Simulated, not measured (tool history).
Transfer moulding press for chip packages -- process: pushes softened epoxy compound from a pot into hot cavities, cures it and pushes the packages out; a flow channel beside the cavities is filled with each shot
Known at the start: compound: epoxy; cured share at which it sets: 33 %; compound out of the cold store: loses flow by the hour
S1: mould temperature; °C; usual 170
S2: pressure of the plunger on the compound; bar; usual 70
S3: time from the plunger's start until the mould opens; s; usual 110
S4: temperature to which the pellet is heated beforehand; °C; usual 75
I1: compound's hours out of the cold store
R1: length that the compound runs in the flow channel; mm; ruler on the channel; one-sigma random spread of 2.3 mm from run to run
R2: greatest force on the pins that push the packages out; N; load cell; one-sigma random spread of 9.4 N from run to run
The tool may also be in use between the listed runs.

run	hour	S1	S2	S3	S4	I1	R1	R2
1	0	170	70	110	75	9.4	719	419
2	8.6	170	70	110	75	30.7	678	413
3	20.1	170	70	110	75	9.2	725	442
4	27.3	170	70	110	75	33.8	672	415
5	39.8	170	70	110	75	10	720	433
6	48.6	170	70	133	75	18.3	701	347
# hour 53: cavities cleaned with cleaning compound and waxed
7	59	170	70	110	75	46.8	649	417
8	67.4	170	70	130	75	20.8	698	370
9	80	163	70	110	75	17.6	736	766
10	90	163	70	110	75	45.9	679	684
11	98.4	170	70	145	75	20.9	696	331
# hour 106.5: cavities cleaned with cleaning compound and waxed
12	106.6	165	70	110	75	37.9	683	577
13	120.4	165	70	110	75	28.4	704	599
14	126.5	165	70	110	75	13.1	739	638
15	137.3	165	70	110	75	19.9	720	627
16	148.4	168	70	126	75	44.9	660	369
17	157.7	172	70	126	75	30	675	352
# hour 160.3: cavities cleaned with cleaning compound and waxed
18	167.3	170	84	150	82	38.2	726	312
# hour 175.7: plunger's sealing rings changed
19	183.3	170	84	150	82	19.1	773	332
20	191.6	170	84	150	82	37.4	729	328
21	199.7	162	64.1	93	79	17.5	709	1157
22	206.9	170	57.9	116	75	14.7	648	410
23	213.3	171	85.9	116	81	12.9	785	373
# hour 216.7: cavities cleaned with cleaning compound and waxed
24	226.6	167	53.4	95	75	29.1	607	710
25	235.9	174	70	110	76	25.9	678	351
26	248.2	170	75.9	146	75	42.1	688	336
27	257.7	174	83.5	138	84	38.5	711	336
28	267.6	169	67.8	110	75	19.7	692	446
# hour 270.9: cavities cleaned with cleaning compound and waxed
29	280.1	169	87	110	75	15.4	796	458

Forecast each of these 4 alternatives for the next run:
A	286.8	173	87.8	145	75	39.6	?	?
B	286.8	169	76.1	111	84	35.5	?	?
C	286.8	166	87	110	81	17.2	?	?
D	286.8	167	87	98	75	27.8	?	?

run	R1	R2
A	728	316
B	699	419
C	807	570
D	781	670
Without the tool's hidden state the same runs would have given:
run	R1	R2
A	729	315
B	700	416
C	808	567
D	782	666
